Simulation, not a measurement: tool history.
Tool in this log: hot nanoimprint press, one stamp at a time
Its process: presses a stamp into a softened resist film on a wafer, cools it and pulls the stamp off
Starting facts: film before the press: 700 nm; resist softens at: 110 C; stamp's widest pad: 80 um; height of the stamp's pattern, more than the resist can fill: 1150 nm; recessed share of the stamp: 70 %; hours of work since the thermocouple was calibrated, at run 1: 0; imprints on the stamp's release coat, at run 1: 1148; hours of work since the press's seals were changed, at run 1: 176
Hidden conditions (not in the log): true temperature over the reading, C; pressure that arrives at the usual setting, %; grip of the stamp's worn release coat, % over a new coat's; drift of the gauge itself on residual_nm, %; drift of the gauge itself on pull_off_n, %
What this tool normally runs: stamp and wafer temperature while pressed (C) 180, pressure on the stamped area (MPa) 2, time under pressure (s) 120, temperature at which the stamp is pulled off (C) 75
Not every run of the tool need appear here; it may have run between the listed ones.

| run | hour | stamp and wafer temperature while pressed (C) | pressure on the stamped area (MPa) | time under pressure (s) | temperature at which the stamp is pulled off (C) | hours of work since the thermocouple was calibrated | imprints on the stamp's release coat | hours of work since the press's seals were changed | resist left under the stamp's widest pad (angstrom) | greatest force while the stamp is pulled off (N) |
|---|---|---|---|---|---|---|---|---|---|---|
| 1 | 0 | 180 | 2 | 120 | 75 | 0 | 1148 | 176 | 4067 | 213 |
| 2 | 57.6 | 180 | 2 | 120 | 75 | 26 | 1286 | 202 | 4060 | 219 |
| 3 | 107.1 | 180 | 2 | 120 | 75 | 48 | 1404 | 224 | 4093 | 219 |
| 4 | 159.2 | 180 | 2 | 120 | 75 | 71 | 1529 | 247 | 4057 | 229 |
| 5 | 211.5 | 180 | 2 | 120 | 75 | 94 | 1654 | 270 | 4093 | 214 |
| 6 | 281.9 | 180 | 2 | 120 | 75 | 125 | 1822 | 302 | 4100 | 218 |
| 7 | 359.9 | 180 | 2 | 120 | 61 | 160 | 2009 | 336 | 4110 | 259 |
|  | 391.8 | stamp cleaned and given a new release coat |
| 8 | 398.9 | 180 | 2 | 120 | 61 | 175 | 17 | 351 | 4126 | 255 |
| 9 | 466.3 | 180 | 2 | 125 | 75 | 204 | 178 | 381 | 4036 | 211 |
| 10 | 499.3 | 188 | 2.72 | 182 | 72 | 219 | 257 | 395 | 2218 | 214 |
| 11 | 550.4 | 180 | 2.26 | 120 | 68 | 242 | 380 | 418 | 3902 | 222 |
| 12 | 615.4 | 180 | 2.26 | 120 | 68 | 271 | 535 | 447 | 3893 | 233 |
| 13 | 666.6 | 186 | 2.26 | 89 | 68 | 293 | 657 | 470 | 3453 | 234 |
| 14 | 707.8 | 186 | 2.26 | 89 | 68 | 312 | 756 | 488 | 3463 | 225 |
| 15 | 775.4 | 185 | 2.26 | 89 | 68 | 342 | 918 | 518 | 3582 | 230 |
| 16 | 845.6 | 185 | 2.26 | 89 | 68 | 373 | 1086 | 549 | 3605 | 237 |
| 17 | 890.8 | 185 | 2.26 | 89 | 68 | 393 | 1194 | 569 | 3593 | 230 |

Alternative continuations, all from the tool just after run 17; predict every row:
| A | 939.8 | 172 | 2 | 120 | 75 | 415 | 1311 | 591 | ? | ? |
| B | 939.8 | 183 | 1.78 | 120 | 75 | 415 | 1311 | 591 | ? | ? |
| C | 939.8 | 185 | 2.26 | 227 | 68 | 415 | 1311 | 591 | ? | ? |
| D | 939.8 | 177 | 1.44 | 120 | 75 | 415 | 1311 | 591 | ? | ? |

| run | resist left under the stamp's widest pad (angstrom) | greatest force while the stamp is pulled off (N) |
|---|---|---|
| A | 5364 | 217 |
| B | 3898 | 224 |
| C | 2575 | 233 |
| D | 5127 | 215 |
Without the tool's unlogged condition, the same runs would have read:
| run | resist left under the stamp's widest pad (angstrom) | greatest force while the stamp is pulled off (N) |
|---|---|---|
| A | 5279 | 215 |
| B | 3833 | 221 |
| C | 2530 | 230 |
| D | 5046 | 212 |
